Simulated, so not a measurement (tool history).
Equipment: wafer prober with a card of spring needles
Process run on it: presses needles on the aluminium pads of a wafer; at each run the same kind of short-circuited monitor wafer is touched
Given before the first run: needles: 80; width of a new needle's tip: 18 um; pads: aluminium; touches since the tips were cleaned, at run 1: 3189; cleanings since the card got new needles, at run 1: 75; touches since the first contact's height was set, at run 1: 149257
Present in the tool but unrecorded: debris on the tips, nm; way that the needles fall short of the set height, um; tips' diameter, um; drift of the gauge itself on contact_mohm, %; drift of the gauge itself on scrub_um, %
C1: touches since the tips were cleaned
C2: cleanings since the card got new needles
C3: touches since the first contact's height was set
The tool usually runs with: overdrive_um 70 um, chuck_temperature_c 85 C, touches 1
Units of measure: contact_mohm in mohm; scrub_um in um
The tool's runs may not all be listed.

run 1 hour=0 | overdrive_um=70 chuck_temperature_c=85 touches=1 | C1=3189 C2=75 C3=149257 | contact_mohm=164 scrub_um=11.73
-- hour=17.9 tips cleaned on abrasive film
-- hour=51.2 tips cleaned on abrasive film
run 2 hour=55.5 | overdrive_um=70 chuck_temperature_c=85 touches=2 | C1=968 C2=77 C3=161828 | contact_mohm=165 scrub_um=11.76
-- hour=81 tips cleaned on abrasive film
-- hour=109.7 tips cleaned on abrasive film
-- hour=143.4 tips cleaned on abrasive film
run 3 hour=145.5 | overdrive_um=70 chuck_temperature_c=85 touches=2 | C1=476 C2=80 C3=182226 | contact_mohm=165 scrub_um=11.76
-- hour=173.1 tips cleaned on abrasive film
-- hour=194.8 height of the first contact set anew
-- hour=206.4 tips cleaned on abrasive film
run 4 hour=223.4 | overdrive_um=70 chuck_temperature_c=85 touches=2 | C1=3851 C2=82 C3=6476 | contact_mohm=163 scrub_um=11.79
-- hour=235.6 tips cleaned on abrasive film
-- hour=267.7 tips cleaned on abrasive film
run 5 hour=272.8 | overdrive_um=51 chuck_temperature_c=85 touches=1 | C1=1146 C2=84 C3=17664 | contact_mohm=170 scrub_um=8.53
-- hour=301.2 tips cleaned on abrasive film
-- hour=332.6 tips cleaned on abrasive film
run 6 hour=338 | overdrive_um=51 chuck_temperature_c=85 touches=1 | C1=1219 C2=86 C3=32448 | contact_mohm=166 scrub_um=8.57
-- hour=365.2 tips cleaned on abrasive film
-- hour=396.6 tips cleaned on abrasive film
-- hour=426.9 tips cleaned on abrasive film
run 7 hour=426.9 | overdrive_um=51 chuck_temperature_c=85 touches=1 | C1=0 C2=89 C3=52592 | contact_mohm=168 scrub_um=8.6
-- hour=456.2 tips cleaned on abrasive film
run 8 hour=483 | overdrive_um=70 chuck_temperature_c=85 touches=1 | C1=6107 C2=90 C3=65337 | contact_mohm=163 scrub_um=11.77
-- hour=490.3 tips cleaned on abrasive film
-- hour=523.6 tips cleaned on abrasive film
-- hour=557.2 tips cleaned on abrasive film
run 9 hour=568.9 | overdrive_um=70 chuck_temperature_c=85 touches=1 | C1=2674 C2=93 C3=84796 | contact_mohm=162 scrub_um=11.75
-- hour=590.3 tips cleaned on abrasive film
-- hour=622.4 tips cleaned on abrasive film
run 10 hour=650.5 | overdrive_um=70 chuck_temperature_c=85 touches=1 | C1=6408 C2=95 C3=103308 | contact_mohm=162 scrub_um=11.76
-- hour=657.8 tips cleaned on abrasive film
-- hour=691.5 tips cleaned on abrasive film
-- hour=723.7 tips cleaned on abrasive film
run 11 hour=746.7 | overdrive_um=70 chuck_temperature_c=85 touches=1 | C1=5232 C2=98 C3=125097 | contact_mohm=162 scrub_um=11.85
-- hour=759 tips cleaned on abrasive film
-- hour=789.9 tips cleaned on abrasive film
-- hour=820.7 tips cleaned on abrasive film
run 12 hour=836.8 | overdrive_um=70 chuck_temperature_c=85 touches=1 | C1=3671 C2=101 C3=145523 | contact_mohm=161 scrub_um=11.76
-- hour=856.3 tips cleaned on abrasive film
-- hour=886.2 tips cleaned on abrasive film
run 13 hour=908 | overdrive_um=70 chuck_temperature_c=85 touches=1 | C1=4956 C2=103 C3=161666 | contact_mohm=163 scrub_um=11.79
-- hour=921.1 tips cleaned on abrasive film
-- hour=952.7 tips cleaned on abrasive film
-- hour=986.3 tips cleaned on abrasive film
run 14 hour=999.5 | overdrive_um=70 chuck_temperature_c=31 touches=1 | C1=3007 C2=106 C3=182409 | contact_mohm=155 scrub_um=11.78
-- hour=1020.8 tips cleaned on abrasive film
-- hour=1052.5 tips cleaned on abrasive film
-- hour=1052.8 height of the first contact set anew
run 15 hour=1074.1 | overdrive_um=65 chuck_temperature_c=85 touches=1 | C1=4862 C2=108 C3=4862 | contact_mohm=164 scrub_um=10.91
-- hour=1087.5 tips cleaned on abrasive film
-- hour=1120.3 tips cleaned on abrasive film
-- hour=1149.8 tips cleaned on abrasive film
run 16 hour=1161.1 | overdrive_um=70 chuck_temperature_c=74 touches=1 | C1=2559 C2=111 C3=24565 | contact_mohm=161 scrub_um=11.79
-- hour=1180.1 tips cleaned on abrasive film
-- hour=1211.4 tips cleaned on abrasive film
run 17 hour=1219.9 | overdrive_um=70 chuck_temperature_c=85 touches=3 | C1=1945 C2=113 C3=37892 | contact_mohm=165 scrub_um=11.67
-- hour=1244.1 tips cleaned on abrasive film
-- hour=1272.7 tips cleaned on abrasive film
run 18 hour=1281.5 | overdrive_um=70 chuck_temperature_c=85 touches=3 | C1=1993 C2=115 C3=51849 | contact_mohm=163 scrub_um=11.69
-- hour=1302.7 tips cleaned on abrasive film
-- hour=1334.1 tips cleaned on abrasive film
-- hour=1365.3 tips cleaned on abrasive film
run 19 hour=1375.4 | overdrive_um=70 chuck_temperature_c=38 touches=1 | C1=2300 C2=118 C3=73126 | contact_mohm=158 scrub_um=11.71
-- hour=1397.8 tips cleaned on abrasive film
-- hour=1432.4 tips cleaned on abrasive film
-- hour=1461.9 tips cleaned on abrasive film
run 20 hour=1461.9 | overdrive_um=70 chuck_temperature_c=68 touches=2 | C1=0 C2=121 C3=92735 | contact_mohm=161 scrub_um=11.79
-- hour=1491.6 tips cleaned on abrasive film
run 21 hour=1513.8 | overdrive_um=83 chuck_temperature_c=39 touches=1 | C1=5026 C2=122 C3=104498 | contact_mohm=155 scrub_um=13.97
-- hour=1524.4 tips cleaned on abrasive film
-- hour=1557.1 tips cleaned on abrasive film
-- hour=1589.6 tips cleaned on abrasive film
run 22 hour=1614.5 | overdrive_um=75 chuck_temperature_c=61 touches=1 | C1=5667 C2=125 C3=127347 | contact_mohm=160 scrub_um=12.53
-- hour=1621.8 tips cleaned on abrasive film
-- hour=1654 tips cleaned on abrasive film
-- hour=1687.2 tips cleaned on abrasive film
run 23 hour=1704.3 | overdrive_um=75 chuck_temperature_c=61 touches=1 | C1=3899 C2=128 C3=147691 | contact_mohm=160 scrub_um=12.61
-- hour=1718.7 tips cleaned on abrasive film
-- hour=1747.8 tips cleaned on abrasive film
run 24 hour=1757.2 | overdrive_um=55 chuck_temperature_c=31 touches=3 | C1=2130 C2=130 C3=159664 | contact_mohm=158 scrub_um=9.15
-- hour=1783.2 tips cleaned on abrasive film
-- hour=1814.7 tips cleaned on abrasive film
run 25 hour=1840 | overdrive_um=55 chuck_temperature_c=31 touches=3 | C1=5744 C2=132 C3=178441 | contact_mohm=159 scrub_um=9.32
-- hour=1847.2 tips cleaned on abrasive film
-- hour=1879.9 tips cleaned on abrasive film
-- hour=1910.9 tips cleaned on abrasive film
-- hour=1911.2 height of the first contact set anew
run 26 hour=1928.9 | overdrive_um=84 chuck_temperature_c=77 touches=3 | C1=4027 C2=135 C3=4027 | contact_mohm=160 scrub_um=14.03
-- hour=1940.8 tips cleaned on abrasive film
-- hour=1972.3 tips cleaned on abrasive film
-- hour=2003.9 tips cleaned on abrasive film
run 27 hour=2012 | overdrive_um=70 chuck_temperature_c=29 touches=1 | C1=1849 C2=138 C3=22858 | contact_mohm=153 scrub_um=11.86
-- hour=2037.5 tips cleaned on abrasive film
-- hour=2067.5 tips cleaned on abrasive film
run 28 hour=2076 | overdrive_um=68 chuck_temperature_c=49 touches=1 | C1=1921 C2=140 C3=37355 | contact_mohm=159 scrub_um=11.42

Forecast each of these 5 alternatives for the next run:
-- hour=2096.3 tips cleaned on abrasive film
-- hour=2125.6 tips cleaned on abrasive film
run A hour=2145.9 | overdrive_um=81 chuck_temperature_c=59 touches=2 | C1=4612 C2=142 C3=53208 | contact_mohm=? scrub_um=?
-- hour=2096.3 tips cleaned on abrasive film
-- hour=2125.6 tips cleaned on abrasive film
run B hour=2145.9 | overdrive_um=68 chuck_temperature_c=45 touches=1 | C1=4612 C2=142 C3=53208 | contact_mohm=? scrub_um=?
-- hour=2096.3 tips cleaned on abrasive film
-- hour=2125.6 tips cleaned on abrasive film
run C hour=2145.9 | overdrive_um=68 chuck_temperature_c=67 touches=1 | C1=4612 C2=142 C3=53208 | contact_mohm=? scrub_um=?
-- hour=2096.3 tips cleaned on abrasive film
-- hour=2125.6 tips cleaned on abrasive film
run D hour=2145.9 | overdrive_um=64 chuck_temperature_c=85 touches=1 | C1=4612 C2=142 C3=53208 | contact_mohm=? scrub_um=?
-- hour=2096.3 tips cleaned on abrasive film
-- hour=2125.6 tips cleaned on abrasive film
run E hour=2145.9 | overdrive_um=83 chuck_temperature_c=71 touches=1 | C1=4612 C2=142 C3=53208 | contact_mohm=? scrub_um=?

run=A contact_mohm=156 scrub_um=13.73
run=B contact_mohm=158 scrub_um=11.62
run=C contact_mohm=164 scrub_um=11.42
run=D contact_mohm=164 scrub_um=10.86
run=E contact_mohm=162 scrub_um=13.95
Stripped of hidden state, with their random variation kept, the same runs would have yielded:
run=A contact_mohm=156 scrub_um=13.73
run=B contact_mohm=157 scrub_um=11.63
run=C contact_mohm=164 scrub_um=11.43
run=D contact_mohm=163 scrub_um=10.86
run=E contact_mohm=162 scrub_um=13.96

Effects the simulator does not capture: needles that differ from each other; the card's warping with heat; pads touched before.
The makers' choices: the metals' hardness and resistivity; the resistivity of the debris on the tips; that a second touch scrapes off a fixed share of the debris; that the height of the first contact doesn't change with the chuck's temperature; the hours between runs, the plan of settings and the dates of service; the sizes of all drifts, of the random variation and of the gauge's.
